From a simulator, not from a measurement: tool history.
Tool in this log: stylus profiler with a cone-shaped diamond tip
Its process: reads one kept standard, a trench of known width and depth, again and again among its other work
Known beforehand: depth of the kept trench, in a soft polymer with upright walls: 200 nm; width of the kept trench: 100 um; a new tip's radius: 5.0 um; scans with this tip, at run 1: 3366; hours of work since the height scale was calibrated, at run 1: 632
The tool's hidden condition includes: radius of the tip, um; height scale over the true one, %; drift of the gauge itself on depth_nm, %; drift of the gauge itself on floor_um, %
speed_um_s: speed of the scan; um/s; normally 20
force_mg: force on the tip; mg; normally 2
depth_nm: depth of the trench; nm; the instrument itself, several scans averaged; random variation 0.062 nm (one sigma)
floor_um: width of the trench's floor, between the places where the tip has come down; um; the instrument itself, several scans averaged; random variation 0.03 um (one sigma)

run   hour  speed_um_s  force_mg  scans with this tip  hours of work since the height scale was calibrated  depth_nm  floor_um
  1      0          20         2                 3366                                                  632    201.31     97.04
  2   29.7          20         2                 3447                                                  647    201.37     97.05
  3   64.7          20         2                 3543                                                  665    201.46     97.03
  4   91.2          20         2                 3616                                                  679    201.34     97.04
  5  120.9          20         2                 3697                                                  694    201.35     97.07
  6  149.8          40         2                 3777                                                  709    201.39     96.97
  7    176          40         2                 3849                                                  722    201.28     97.03
  8  196.1          40         2                 3904                                                  733    201.33     97.03
  9  221.8          20         2                 3974                                                  746    201.34     97.07
 10  239.8          20         2                 4024                                                  755    201.36     97.02
 11  271.9          20         2                 4112                                                  772    201.31     97.04
 12    291          20         2                 4164                                                  782    201.29     97.01
 13  326.2          19         2                 4261                                                  800     201.3     97.06
 14  352.7          19         2                 4334                                                  813    201.29     97.05
 15  371.5           5      5.14                 4385                                                  823    202.66     97.06
 16  390.1           5      5.14                 4437                                                  833    202.74     97.03
 17  420.5          73      3.01                 4520                                                  848    201.81     96.93
 18  441.4          37       2.7                 4577                                                  859    201.64     96.99
 19  466.2          20         5                 4645                                                  872    202.72     97.08
 20  487.6          54      1.15                 4704                                                  883     200.7      96.9
 21  510.4          68      1.83                 4767                                                  895    201.26     96.93
 22  532.1          20      0.92                 4826                                                  906    200.65     96.99
 23    561          20      5.09                 4906                                                  921    202.62        97
 24  588.8          20      5.09                 4982                                                  935     202.7     97.04
 25  605.7          64      5.43                 5028                                                  944    202.87        97
 26  620.1          15      2.72                 5068                                                  951    201.55     97.04

Here are 3 independent what-if runs from the current tool condition. What would each one return?
  A  652.2          61      1.63                 5156                                                  968         ?         ?
  B  652.2          22      2.72                 5156                                                  968         ?         ?
  C  652.2          20      1.36                 5156                                                  968         ?         ?

run  depth_nm  floor_um
  A    200.97     96.95
  B     201.6        97
  C    200.91     96.98
Stripped of hidden state, with their random variation kept, the same runs would have yielded:
run  depth_nm  floor_um
  A    201.43      97.1
  B    202.07     97.14
  C    201.37     97.13

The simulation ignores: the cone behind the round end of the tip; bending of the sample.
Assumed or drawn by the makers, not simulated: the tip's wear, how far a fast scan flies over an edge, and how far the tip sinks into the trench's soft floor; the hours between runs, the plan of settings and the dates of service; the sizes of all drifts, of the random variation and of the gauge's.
